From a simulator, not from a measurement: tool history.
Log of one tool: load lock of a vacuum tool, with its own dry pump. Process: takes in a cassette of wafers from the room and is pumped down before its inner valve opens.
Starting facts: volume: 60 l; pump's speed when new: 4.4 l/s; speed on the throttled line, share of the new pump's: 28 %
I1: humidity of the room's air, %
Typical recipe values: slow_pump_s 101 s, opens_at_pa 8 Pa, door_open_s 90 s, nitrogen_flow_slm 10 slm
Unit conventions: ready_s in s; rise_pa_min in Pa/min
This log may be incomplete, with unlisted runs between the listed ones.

Run 1, hour 0: usual settings; I1 45.2. Result: ready_s 215.1 s, rise_pa_min 0.246 Pa/min.
Run 2, hour 333.6: usual settings; I1 49.7. Result: ready_s 215 s, rise_pa_min 0.274 Pa/min.
Run 3, hour 627.3: usual settings; I1 46.8. Result: ready_s 215.7 s, rise_pa_min 0.297 Pa/min.
Run 4, hour 1034.7: usual settings; I1 44. Result: ready_s 215.7 s, rise_pa_min 0.332 Pa/min.
Run 5, hour 1704.3: usual settings; I1 40.8. Result: ready_s 215.8 s, rise_pa_min 0.387 Pa/min.
Run 6, hour 2222.7: usual settings; I1 45.5. Result: ready_s 218.6 s, rise_pa_min 0.447 Pa/min.
Run 7, hour 2876.1: usual settings; I1 42.7. Result: ready_s 218.4 s, rise_pa_min 0.511 Pa/min.
At hour 3333.8: door's seal changed, seat wiped.
Run 8, hour 3521.8: usual settings but door_open_s 61 s; I1 45.1. Result: ready_s 217.8 s, rise_pa_min 0.044 Pa/min.
Run 9, hour 3941.2: usual settings; I1 42.6. Result: ready_s 218 s, rise_pa_min 0.054 Pa/min.
At hour 4302.2: dry pump taken out, an overhauled one fitted.
Run 10, hour 4389.7: usual settings; I1 45.9. Result: ready_s 202.7 s, rise_pa_min 0.065 Pa/min.
Run 11, hour 4934: usual settings; I1 42.4. Result: ready_s 205.3 s, rise_pa_min 0.081 Pa/min.
Run 12, hour 5285.2: usual settings but nitrogen_flow_slm 22 slm; I1 48.8. Result: ready_s 204.2 s, rise_pa_min 0.083 Pa/min.
Run 13, hour 5727.7: usual settings but door_open_s 110 s; I1 45.6. Result: ready_s 204.7 s, rise_pa_min 0.126 Pa/min.
Run 14, hour 6244.3: usual settings but door_open_s 110 s; I1 46.6. Result: ready_s 205.6 s, rise_pa_min 0.151 Pa/min.
Run 15, hour 6902.5: usual settings but door_open_s 110 s; I1 43.1. Result: ready_s 206.7 s, rise_pa_min 0.196 Pa/min.
Run 16, hour 7595.8: usual settings; I1 42.4. Result: ready_s 206.1 s, rise_pa_min 0.233 Pa/min.
Run 17, hour 7897.8: usual settings; I1 41.9. Result: ready_s 206.3 s, rise_pa_min 0.243 Pa/min.
Run 18, hour 8501.2: usual settings; I1 44.7. Result: ready_s 206.5 s, rise_pa_min 0.301 Pa/min.
Run 19, hour 9115.1: usual settings; I1 42.5. Result: ready_s 205.2 s, rise_pa_min 0.341 Pa/min.
Run 20, hour 9470.7: usual settings but opens_at_pa 7 Pa; I1 46.2. Result: ready_s 210.6 s, rise_pa_min 0.389 Pa/min.
Run 21, hour 10006.8: usual settings but slow_pump_s 166 s, opens_at_pa 7 Pa, door_open_s 181 s, nitrogen_flow_slm 4 slm; I1 49.4. Result: ready_s 255.6 s, rise_pa_min 0.503 Pa/min.
Run 22, hour 10352.9: usual settings but door_open_s 119 s, nitrogen_flow_slm 11 slm; I1 46.8. Result: ready_s 208.6 s, rise_pa_min 0.475 Pa/min.
Run 23, hour 10932.7: usual settings but slow_pump_s 87 s, opens_at_pa 11 Pa, door_open_s 119 s, nitrogen_flow_slm 37 slm; I1 42.8. Result: ready_s 193.8 s, rise_pa_min 0.515 Pa/min.
At hour 11089.7: door's seal changed, seat wiped.
Run 24, hour 11561.9: usual settings but opens_at_pa 12 Pa; I1 45.6. Result: ready_s 204.7 s, rise_pa_min 0.051 Pa/min.
Run 25, hour 12109.3: usual settings but door_open_s 56 s; I1 44.8. Result: ready_s 209.5 s, rise_pa_min 0.055 Pa/min.
Run 26, hour 12742.8: usual settings but slow_pump_s 175 s, opens_at_pa 11 Pa, door_open_s 177 s, nitrogen_flow_slm 28 slm; I1 44.1. Result: ready_s 259.1 s, rise_pa_min 0.087 Pa/min.
Run 27, hour 13419.6: usual settings but slow_pump_s 175 s, opens_at_pa 11 Pa, door_open_s 177 s, nitrogen_flow_slm 28 slm; I1 39.8. Result: ready_s 258.5 s, rise_pa_min 0.105 Pa/min.
Run 28, hour 13769.7: usual settings but slow_pump_s 103 s, opens_at_pa 13 Pa, door_open_s 82 s, nitrogen_flow_slm 32 slm; I1 42.2. Result: ready_s 205.3 s, rise_pa_min 0.113 Pa/min.
Run 29, hour 14412.3: usual settings but slow_pump_s 65 s, opens_at_pa 15 Pa, door_open_s 29 s, nitrogen_flow_slm 16 slm; I1 44.7. Result: ready_s 175.4 s, rise_pa_min 0.144 Pa/min.
Run 30, hour 14904.8: usual settings but slow_pump_s 103 s, nitrogen_flow_slm 16 slm; I1 44.8. Result: ready_s 213 s, rise_pa_min 0.196 Pa/min.
Run 31, hour 15203.7: usual settings but slow_pump_s 126 s, door_open_s 48 s, nitrogen_flow_slm 34 slm; I1 45. Result: ready_s 229.8 s, rise_pa_min 0.203 Pa/min.
Run 32, hour 15630.7: usual settings but slow_pump_s 126 s, door_open_s 48 s, nitrogen_flow_slm 34 slm; I1 44.3. Result: ready_s 229.7 s, rise_pa_min 0.231 Pa/min.
Run 33, hour 15995.7: usual settings but door_open_s 68 s; I1 43.8. Result: ready_s 213.5 s, rise_pa_min 0.27 Pa/min.
Run 34, hour 16707.1: usual settings but slow_pump_s 130 s, opens_at_pa 7 Pa, door_open_s 47 s, nitrogen_flow_slm 14 slm; I1 45.5. Result: ready_s 233.3 s, rise_pa_min 0.322 Pa/min.
Run 35, hour 17160.6: usual settings but slow_pump_s 130 s, opens_at_pa 7 Pa, door_open_s 47 s, nitrogen_flow_slm 14 slm; I1 45.8. Result: ready_s 234.7 s, rise_pa_min 0.369 Pa/min.
Run 36, hour 17579.5: usual settings but slow_pump_s 52 s, opens_at_pa 7 Pa, door_open_s 61 s, nitrogen_flow_slm 8 slm; I1 47. Result: ready_s 182.6 s, rise_pa_min 0.417 Pa/min.

Estimate the outcome of run 37 from the log above:
Run 37, hour 17919.6: usual settings but slow_pump_s 69 s, door_open_s 238 s, nitrogen_flow_slm 12 slm; I1 45.4. Result: ready_s ?, rise_pa_min ?.

ready_s: 190.2 s
rise_pa_min: 0.476 Pa/min
Minus the tool's unlogged condition, the same run would have read ready_s 180.4 s, rise_pa_min 0.065 Pa/min.
